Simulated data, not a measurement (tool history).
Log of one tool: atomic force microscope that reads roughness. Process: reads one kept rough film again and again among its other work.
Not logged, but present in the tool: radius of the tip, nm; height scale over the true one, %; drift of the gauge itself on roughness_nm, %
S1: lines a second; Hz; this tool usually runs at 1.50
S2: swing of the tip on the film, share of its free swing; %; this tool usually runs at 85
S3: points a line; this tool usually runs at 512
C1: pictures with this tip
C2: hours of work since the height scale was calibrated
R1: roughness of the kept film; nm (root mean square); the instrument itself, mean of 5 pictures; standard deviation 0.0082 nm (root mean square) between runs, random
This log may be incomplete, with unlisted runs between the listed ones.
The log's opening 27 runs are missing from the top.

run,hour,S1,S2,S3,C1,C2,R1
28,665.7,1.50,81,512,59,1455,1.828
29,693.1,1.50,81,512,105,1475,1.795
30,720.6,2.61,81,278,152,1494,1.620
31,738.7,3.76,68,332,183,1507,1.697
32,764.6,1.50,64,355,227,1526,1.848
# hour 789.2: new tip fitted
33,801.5,0.84,69,512,21,1552,1.997
34,836.8,3.74,78,267,81,1577,1.570
35,856.4,0.92,84,664,114,1591,1.853
36,883.5,0.92,84,664,161,1610,1.815
37,908.4,0.92,84,664,203,1628,1.794

Each row is a separate what-if for the run after 37, all from the same tool condition, not one after another. Results?
A,932.1,1.50,85,428,243,1645,?
B,932.1,1.50,85,324,243,1645,?
C,932.1,0.52,64,664,243,1645,?

run,R1
A,1.674
B,1.667
C,1.903
With no hidden state in the tool, these same runs would have given:
run,R1
A,1.792
B,1.784
C,2.037
